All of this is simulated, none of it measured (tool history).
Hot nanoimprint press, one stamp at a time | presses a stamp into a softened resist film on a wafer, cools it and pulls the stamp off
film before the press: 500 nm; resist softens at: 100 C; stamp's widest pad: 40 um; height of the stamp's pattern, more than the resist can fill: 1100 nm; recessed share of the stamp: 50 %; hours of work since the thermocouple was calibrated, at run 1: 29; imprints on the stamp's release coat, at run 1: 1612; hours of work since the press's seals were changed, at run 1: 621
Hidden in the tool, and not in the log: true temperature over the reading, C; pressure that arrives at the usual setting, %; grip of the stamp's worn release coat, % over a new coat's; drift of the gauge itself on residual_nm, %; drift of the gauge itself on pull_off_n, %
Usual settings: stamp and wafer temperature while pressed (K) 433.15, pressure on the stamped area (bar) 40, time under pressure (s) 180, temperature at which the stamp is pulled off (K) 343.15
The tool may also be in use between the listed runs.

run,hour,stamp and wafer temperature while pressed (K),pressure on the stamped area (bar),time under pressure (s),temperature at which the stamp is pulled off (K),hours of work since the thermocouple was calibrated,imprints on the stamp's release coat,hours of work since the press's seals were changed,resist left under the stamp's widest pad (angstrom),greatest force while the stamp is pulled off (N)
1,0,433.15,40,180,343.15,29,1612,621,2175,104
2,45.4,433.15,40,180,343.15,55,1723,646,2181,101
3,75.7,433.15,40,180,343.15,72,1797,663,2177,102
# hour 93.8: stamp cleaned and given a new release coat
4,133.7,433.15,45.3,180,343.15,101,98,692,2043,103
5,167.1,433.15,40,180,343.15,119,179,711,2182,101
6,200.8,433.15,40,180,343.15,138,262,730,2186,102
7,258.8,433.15,40,180,343.15,170,404,762,2190,100
8,287,433.15,40,180,343.15,186,473,778,2197,103
9,337.9,433.15,40,180,343.15,215,597,806,2203,101
10,371.2,433.15,40,180,343.15,233,679,825,2200,97
11,411,433.15,26.6,180,343.15,255,776,847,2695,104
12,454.4,433.15,26.6,180,343.15,280,883,871,2697,100
13,507,424.15,40,180,343.15,309,1011,900,3249,101
14,553,424.15,40,180,343.15,335,1124,926,3246,101
15,605.9,439.15,40,107,343.15,364,1253,956,2073,102
# hour 647.6: plate thermocouple calibrated
16,662.9,434.15,40,189,343.15,9,1386,986,2098,103
17,693.2,434.15,40,189,343.15,25,1460,1003,2088,98
18,721.8,434.15,24.1,189,343.15,41,1530,1019,2710,100
# hour 741.4: press's hydraulic seals changed and the load cell set to zero
# hour 745.8: gauge calibrated
19,764.3,434.15,24.1,189,343.15,61,1614,13,2633,102
20,796.1,434.15,24.1,189,343.15,78,1692,30,2650,102
21,825.4,434.15,24.1,189,343.15,95,1764,47,2647,101
# hour 857.2: stamp cleaned and given a new release coat
22,861.6,444.15,24.1,189,333.15,112,11,64,1787,115
23,897.7,444.15,24.1,189,333.15,132,99,84,1792,115
24,930.7,444.15,24.1,189,333.15,150,180,102,1793,113
25,976.2,433.15,40.3,197,343.15,176,291,128,2126,101

Forecast run 26:
26,1015,433.15,35.4,180,343.15,197,386,149,?,?

Run 26 gave resist left under the stamp's widest pad (angstrom) 2331, greatest force while the stamp is pulled off (N) 100.
Without the tool's hidden state the same run would have given resist left under the stamp's widest pad (angstrom) 2310, greatest force while the stamp is pulled off (N) 100.
